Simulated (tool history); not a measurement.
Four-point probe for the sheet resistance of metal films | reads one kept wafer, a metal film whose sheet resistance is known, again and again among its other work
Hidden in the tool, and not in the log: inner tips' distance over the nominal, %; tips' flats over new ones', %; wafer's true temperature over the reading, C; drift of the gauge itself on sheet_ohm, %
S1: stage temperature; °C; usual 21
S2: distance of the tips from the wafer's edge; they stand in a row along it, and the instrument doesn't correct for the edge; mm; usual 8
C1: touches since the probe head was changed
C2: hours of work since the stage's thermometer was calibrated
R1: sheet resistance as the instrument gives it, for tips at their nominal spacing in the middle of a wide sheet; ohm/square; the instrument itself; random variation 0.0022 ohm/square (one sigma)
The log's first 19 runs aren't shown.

run,hour,S1,S2,C1,C2,R1
20,1603.8,21,65,121941,1720,11.095464
21,1661.7,21,65,124265,1766,11.089449
22,1772.4,21,65,128715,1853,11.093157
23,1871,32,8,132674,1931,11.139283
24,1963.3,32,37,136383,2004,11.052131
25,2055.1,32,37,140072,2077,11.05036
26,2173.2,23,20,144819,2170,11.098833
27,2260.4,23,20,148320,2239,11.100939

Run 28 comes next. What will it give?
28,2379.7,26,13,153116,2333,?

R1: 11.10707 ohm/square
Without the tool's hidden state the same run would have given R1 11.104101 ohm/square.
